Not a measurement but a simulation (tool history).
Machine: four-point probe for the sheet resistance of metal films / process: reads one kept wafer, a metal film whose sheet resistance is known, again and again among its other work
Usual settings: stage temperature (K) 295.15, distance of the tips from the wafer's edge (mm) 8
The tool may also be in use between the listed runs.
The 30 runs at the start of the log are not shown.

run      day  stage temperature (K)  distance of the tips from the wafer's edge (mm)  sheet resistance as the instrument gives it (ohm/square)
 31  135.675                 302.15                                               20                                                  0.578576
 32  139.825                 302.15                                               20                                                  0.578314
 33  144.854                 296.15                                               19                                                  0.583807
 34  148.542                 292.15                                               17                                                  0.587836
 35  153.212                 292.15                                               17                                                  0.587897
 36  157.838                 301.15                                               63                                                  0.578129
 37  160.700                 293.15                                                8                                                  0.590363
 38  163.629                 302.15                                                8                                                  0.582039
 39  166.717                 296.15                                                4                                                  0.601629
 40  169.850                 296.15                                                4                                                  0.601591
 41  173.612                 296.15                                                4                                                  0.601698
 42  176.783                 305.15                                               11                                                  0.577212
 43  180.125                 305.15                                               11                                                  0.576735
 44  183.383                 293.15                                               27                                                  0.585782
 45  187.829                 296.15                                               13                                                  0.584274

What if the next run were any one of these 4? Each begins from the tool's condition after run 45:
  A  192.633                 295.15                                               16                                                         ?
  B  192.633                 294.15                                               19                                                         ?
  C  192.633                 308.15                                               12                                                         ?
  D  192.633                 306.15                                               15                                                         ?

run  sheet resistance as the instrument gives it (ohm/square)
  A                                                  0.584535
  B                                                  0.585278
  C                                                  0.573811
  D                                                  0.574734
Take away the tool's hidden state, keep each run's random variation, and the runs would have read:
run  sheet resistance as the instrument gives it (ohm/square)
  A                                                  0.585083
  B                                                  0.585824
  C                                                  0.574374
  D                                                  0.575294
